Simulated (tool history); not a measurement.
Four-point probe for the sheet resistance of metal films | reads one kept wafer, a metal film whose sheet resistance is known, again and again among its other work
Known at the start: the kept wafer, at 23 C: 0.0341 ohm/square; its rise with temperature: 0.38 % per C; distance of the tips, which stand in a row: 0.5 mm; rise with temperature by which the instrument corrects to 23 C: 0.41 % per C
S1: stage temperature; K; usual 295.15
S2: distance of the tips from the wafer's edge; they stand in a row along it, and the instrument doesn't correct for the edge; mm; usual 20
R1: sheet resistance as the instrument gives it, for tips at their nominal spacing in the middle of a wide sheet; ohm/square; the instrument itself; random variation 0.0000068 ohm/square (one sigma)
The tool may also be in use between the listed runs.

{"run": 1, "hour": 0.0, "S1": 295.15, "S2": 20, "R1": 0.034111}
{"run": 2, "hour": 47.0, "S1": 295.15, "S2": 20, "R1": 0.03411}
{"run": 3, "hour": 106.3, "S1": 295.15, "S2": 20, "R1": 0.034101}
{"run": 4, "hour": 190.5, "S1": 300.15, "S2": 20, "R1": 0.034066}
{"run": 5, "hour": 266.5, "S1": 295.15, "S2": 25, "R1": 0.034113}
{"run": 6, "hour": 304.8, "S1": 295.15, "S2": 5, "R1": 0.03428}
{"run": 7, "hour": 344.9, "S1": 295.15, "S2": 24, "R1": 0.034115}
{"run": 8, "hour": 428.6, "S1": 301.15, "S2": 20, "R1": 0.034054}
{"run": 9, "hour": 485.0, "S1": 295.15, "S2": 20, "R1": 0.034105}
{"run": 10, "hour": 573.1, "S1": 306.15, "S2": 20, "R1": 0.033994}
{"run": 11, "hour": 643.5, "S1": 295.15, "S2": 20, "R1": 0.034099}
{"run": 12, "hour": 701.0, "S1": 295.15, "S2": 20, "R1": 0.034104}
{"run": 13, "hour": 745.1, "S1": 295.15, "S2": 15, "R1": 0.034103}
{"run": 14, "hour": 799.4, "S1": 307.15, "S2": 15, "R1": 0.033994}
{"run": 15, "hour": 889.9, "S1": 307.15, "S2": 15, "R1": 0.033976}
{"run": 16, "hour": 930.0, "S1": 307.15, "S2": 15, "R1": 0.033974}
{"run": 17, "hour": 966.8, "S1": 307.15, "S2": 15, "R1": 0.03399}
{"run": 18, "hour": 1050.8, "S1": 307.15, "S2": 4, "R1": 0.034228}
{"run": 19, "hour": 1108.6, "S1": 307.15, "S2": 4, "R1": 0.034228}
{"run": 20, "hour": 1164.1, "S1": 307.15, "S2": 4, "R1": 0.034232}
{"run": 21, "hour": 1210.6, "S1": 307.15, "S2": 4, "R1": 0.034229}
{"run": 22, "hour": 1282.8, "S1": 307.15, "S2": 4, "R1": 0.034231}
{"run": 23, "hour": 1333.2, "S1": 307.15, "S2": 4, "R1": 0.034233}
{"hour": 1339.0, "done": "stage's thermometer calibrated"}
{"run": 24, "hour": 1388.2, "S1": 300.15, "S2": 7, "R1": 0.034181}
{"run": 25, "hour": 1459.5, "S1": 300.15, "S2": 20, "R1": 0.034093}
{"run": 26, "hour": 1531.9, "S1": 291.15, "S2": 4, "R1": 0.034464}
{"run": 27, "hour": 1618.4, "S1": 291.15, "S2": 4, "R1": 0.034452}
{"run": 28, "hour": 1708.7, "S1": 291.15, "S2": 6, "R1": 0.034293}
{"hour": 1715.0, "done": "stage's thermometer calibrated, once more"}
{"run": 29, "hour": 1768.0, "S1": 307.15, "S2": 22, "R1": 0.033817}
{"run": 30, "hour": 1846.5, "S1": 307.15, "S2": 22, "R1": 0.033804}
{"run": 31, "hour": 1925.4, "S1": 307.15, "S2": 22, "R1": 0.033808}
{"run": 32, "hour": 2012.1, "S1": 307.15, "S2": 22, "R1": 0.033813}
{"run": 33, "hour": 2069.7, "S1": 293.15, "S2": 52, "R1": 0.033925}
{"run": 34, "hour": 2113.3, "S1": 305.15, "S2": 52, "R1": 0.033822}
{"run": 35, "hour": 2171.9, "S1": 305.15, "S2": 36, "R1": 0.033818}
{"run": 36, "hour": 2262.8, "S1": 305.15, "S2": 54, "R1": 0.033805}
{"run": 37, "hour": 2333.4, "S1": 303.15, "S2": 10, "R1": 0.033865}
{"run": 38, "hour": 2409.2, "S1": 303.15, "S2": 10, "R1": 0.03387}
{"run": 39, "hour": 2466.6, "S1": 303.15, "S2": 10, "R1": 0.033865}
{"run": 40, "hour": 2531.8, "S1": 303.15, "S2": 10, "R1": 0.033874}
{"run": 41, "hour": 2571.7, "S1": 303.15, "S2": 4, "R1": 0.034107}
{"run": 42, "hour": 2627.0, "S1": 292.15, "S2": 26, "R1": 0.033927}
{"run": 43, "hour": 2698.3, "S1": 292.15, "S2": 26, "R1": 0.033911}
{"run": 44, "hour": 2752.6, "S1": 303.15, "S2": 5, "R1": 0.033984}
{"run": 45, "hour": 2842.0, "S1": 302.15, "S2": 5, "R1": 0.033992}

4 ways to go on from here, each from the tool as it stands after run 45. What would each give?
{"run": "A", "hour": 2914.4, "S1": 302.15, "S2": 8, "R1": "?"}
{"run": "B", "hour": 2914.4, "S1": 293.15, "S2": 3, "R1": "?"}
{"run": "C", "hour": 2914.4, "S1": 302.15, "S2": 5, "R1": "?"}
{"run": "D", "hour": 2914.4, "S1": 296.15, "S2": 4, "R1": "?"}

run=A R1=0.033874
run=B R1=0.034410
run=C R1=0.033995
run=D R1=0.034144
Without the tool's hidden state the same runs would have given:
run=A R1=0.034107
run=B R1=0.034644
run=C R1=0.034228
run=D R1=0.034376
